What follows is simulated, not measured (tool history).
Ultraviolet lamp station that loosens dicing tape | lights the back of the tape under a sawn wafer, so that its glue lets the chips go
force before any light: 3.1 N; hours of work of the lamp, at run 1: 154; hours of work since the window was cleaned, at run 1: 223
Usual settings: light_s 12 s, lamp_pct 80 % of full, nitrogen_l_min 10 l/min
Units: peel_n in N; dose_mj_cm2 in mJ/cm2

run	hour	light_s	lamp_pct	nitrogen_l_min	hours of work of the lamp	hours of work since the window was cleaned	peel_n	dose_mj_cm2
1	0	12	80	10	154	223	0.384	515
2	38.6	12	80	10	170	239	0.394	509
3	97.1	12	80	10	194	263	0.401	503
4	146	9	80	10	214	283	0.675	377
5	231.6	12	80	4	249	318	0.583	489
6	307.1	12	80	4	280	349	0.608	477
# hour 357.4: window cleaned of glue's vapour
7	360.6	12	80	10	302	1	0.463	461
8	401.3	9	80	10	318	18	0.772	346
9	463.2	12	80	10	344	43	0.485	451
10	505.5	12	80	10	361	61	0.49	451
11	556.4	12	72	10	382	82	0.587	401
12	606.7	12	72	10	403	102	0.605	395
# hour 638.7: window cleaned of glue's vapour, once more
13	659.9	12	80	13	424	9	0.373	510
14	748.6	12	80	15	461	45	0.356	494
15	836.8	12	80	15	497	81	0.371	490
16	907	12	80	10	526	110	0.443	481
17	954.9	15	80	10	545	130	0.308	600
18	995.2	15	80	8	562	146	0.344	592
19	1056.9	15	80	8	587	172	0.354	581
20	1146.6	15	80	8	624	208	0.358	570
21	1233.2	15	80	8	659	244	0.374	552
22	1310.6	15	80	8	691	276	0.401	550
23	1368.4	15	91	3	715	299	0.464	618
24	1431.9	15	74	7	741	325	0.482	488
25	1481.4	8	80	19	761	346	0.851	280
# hour 1545.5: window cleaned of glue's vapour
26	1570.9	8	80	19	798	10	0.768	301
27	1649.1	16	97	7	830	43	0.238	727
28	1694.4	16	97	7	848	61	0.241	721
29	1759.3	12	70	8	875	88	0.684	377
30	1817.4	11	67	10	899	112	0.777	332
31	1866.4	12	66	15	919	132	0.659	347
32	1926.4	12	95	10	944	156	0.406	506
33	1964.3	12	95	10	959	172	0.43	495
34	2047.7	19	95	10	993	206	0.201	767
35	2127.5	19	95	10	1026	239	0.191	755
36	2170.2	12	80	5	1044	256	0.748	391
37	2216.9	18	73	5	1063	275	0.475	542
38	2280.2	18	73	5	1089	301	0.499	524
39	2322.6	12	80	10	1106	319	0.674	380
40	2387.1	12	80	10	1132	345	0.648	375
41	2442.1	18	96	10	1155	368	0.246	662
# hour 2448.3: window cleaned of glue's vapour
42	2520.3	18	96	10	1187	30	0.22	709

Forecast each of these 3 alternatives for the next run:
# hour 2576.2: lamp changed
A	2587	7	66	15	4	56	?	?
# hour 2576.2: lamp changed
B	2587	7	80	10	4	56	?	?
# hour 2576.2: lamp changed
C	2587	12	80	8	4	56	?	?

run	peel_n	dose_mj_cm2
A	0.955	266
B	0.824	320
C	0.365	554
Without the tool's hidden state the same runs would have given:
run	peel_n	dose_mj_cm2
A	0.912	277
B	0.783	332
C	0.34	576

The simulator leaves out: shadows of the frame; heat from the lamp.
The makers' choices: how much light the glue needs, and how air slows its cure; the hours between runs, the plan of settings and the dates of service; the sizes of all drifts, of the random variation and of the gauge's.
